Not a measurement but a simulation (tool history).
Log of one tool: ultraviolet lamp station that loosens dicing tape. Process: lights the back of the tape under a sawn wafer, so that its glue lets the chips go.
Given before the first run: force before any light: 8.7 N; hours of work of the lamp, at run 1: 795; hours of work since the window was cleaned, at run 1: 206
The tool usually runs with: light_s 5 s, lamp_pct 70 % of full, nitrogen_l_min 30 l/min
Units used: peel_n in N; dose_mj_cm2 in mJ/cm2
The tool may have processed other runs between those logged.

| run | hour | light_s | lamp_pct | nitrogen_l_min | hours of work of the lamp | hours of work since the window was cleaned | peel_n | dose_mj_cm2 |
|---|---|---|---|---|---|---|---|---|
| 1 | 0 | 5 | 70 | 30 | 795 | 206 | 1.994 | 370 |
| 2 | 25.7 | 5 | 70 | 30 | 815 | 227 | 1.907 | 363 |
| 3 | 44.4 | 5 | 70 | 30 | 830 | 241 | 2.017 | 364 |
| 4 | 79.9 | 5 | 68 | 30 | 858 | 269 | 2.216 | 348 |
| 5 | 106.9 | 5 | 68 | 30 | 879 | 291 | 2.178 | 339 |
| 6 | 132.3 | 5 | 70 | 30 | 899 | 311 | 2.169 | 349 |
| 7 | 152.5 | 5 | 70 | 30 | 915 | 327 | 2.163 | 342 |
| 8 | 181.6 | 5 | 70 | 30 | 938 | 350 | 2.205 | 338 |
| 9 | 206.2 | 5 | 70 | 30 | 957 | 369 | 2.247 | 330 |
| 10 | 228.5 | 5 | 70 | 28 | 975 | 387 | 2.288 | 329 |
|  | 235.6 | window cleaned of glue's vapour |
| 11 | 250.4 | 5 | 70 | 16 | 992 | 12 | 2.873 | 318 |
| 12 | 274 | 5 | 70 | 30 | 1010 | 30 | 2.34 | 315 |
| 13 | 314.4 | 5 | 76 | 30 | 1042 | 62 | 2.27 | 332 |
| 14 | 348.2 | 5 | 70 | 30 | 1069 | 89 | 2.524 | 304 |
| 15 | 390 | 5 | 70 | 30 | 1102 | 122 | 2.689 | 295 |
| 16 | 415.4 | 5 | 70 | 30 | 1122 | 142 | 2.694 | 287 |
|  | 425.5 | window cleaned of glue's vapour, once more |
| 17 | 444.7 | 5 | 70 | 18 | 1145 | 15 | 2.468 | 354 |
| 18 | 479.8 | 5 | 89 | 30 | 1172 | 43 | 1.466 | 444 |
| 19 | 510 | 4 | 70 | 30 | 1196 | 67 | 2.87 | 279 |
| 20 | 543.1 | 4 | 70 | 30 | 1222 | 93 | 2.861 | 267 |
| 21 | 583.8 | 4 | 70 | 30 | 1254 | 125 | 2.918 | 265 |
| 22 | 626 | 6 | 70 | 30 | 1287 | 158 | 1.78 | 389 |
| 23 | 662.8 | 3 | 81 | 13 | 1316 | 187 | 4.301 | 219 |
| 24 | 700.9 | 3 | 81 | 13 | 1346 | 217 | 4.362 | 217 |
| 25 | 734.7 | 2 | 81 | 15 | 1373 | 244 | 5.351 | 141 |
| 26 | 756.7 | 3 | 87 | 34 | 1390 | 261 | 3.395 | 226 |
| 27 | 777.2 | 3 | 87 | 34 | 1407 | 277 | 3.235 | 229 |
| 28 | 819.8 | 8 | 70 | 30 | 1440 | 311 | 1.314 | 466 |
| 29 | 845.1 | 5 | 88 | 30 | 1460 | 331 | 1.939 | 359 |
|  | 849.9 | lamp changed |
| 30 | 874.4 | 8 | 62 | 16 | 19 | 353 | 1.138 | 595 |
| 31 | 908.4 | 8 | 62 | 16 | 46 | 380 | 1.204 | 585 |
|  | 924.2 | window cleaned of glue's vapour |
| 32 | 947.3 | 2 | 84 | 49 | 76 | 18 | 3.159 | 222 |
| 33 | 966 | 7 | 100 | 17 | 91 | 33 | 0.398 | 924 |
| 34 | 986.4 | 9 | 77 | 30 | 107 | 49 | 0.267 | 896 |
| 35 | 1029.6 | 2 | 73 | 30 | 141 | 83 | 4.005 | 189 |
| 36 | 1063.3 | 2 | 73 | 30 | 168 | 110 | 4.256 | 187 |
| 37 | 1100 | 5 | 70 | 25 | 197 | 138 | 1.652 | 439 |
| 38 | 1125.7 | 5 | 70 | 25 | 217 | 159 | 1.634 | 427 |
| 39 | 1166 | 5 | 98 | 15 | 249 | 190 | 1.237 | 594 |
| 40 | 1209.9 | 5 | 98 | 15 | 283 | 225 | 1.267 | 578 |
| 41 | 1236.8 | 5 | 70 | 24 | 304 | 246 | 1.96 | 406 |
| 42 | 1263.3 | 5 | 70 | 24 | 325 | 267 | 1.855 | 408 |

5 ways to go on from here, each from the tool as it stands after run 42. What would each give?
| A | 1283.5 | 3 | 71 | 49 | 341 | 283 | ? | ? |
| B | 1283.5 | 8 | 70 | 47 | 341 | 283 | ? | ? |
| C | 1283.5 | 5 | 63 | 30 | 341 | 283 | ? | ? |
| D | 1283.5 | 5 | 87 | 57 | 341 | 283 | ? | ? |
| E | 1283.5 | 5 | 66 | 57 | 341 | 283 | ? | ? |

| run | peel_n | dose_mj_cm2 |
|---|---|---|
| A | 2.816 | 244 |
| B | 0.506 | 650 |
| C | 1.995 | 361 |
| D | 0.878 | 499 |
| E | 1.489 | 379 |
The same runs, with their run-to-run variation unchanged, on a tool lacking any hidden condition would have given:
| run | peel_n | dose_mj_cm2 |
|---|---|---|
| A | 2.249 | 293 |
| B | 0.301 | 782 |
| C | 1.488 | 435 |
| D | 0.564 | 601 |
| E | 1.051 | 456 |
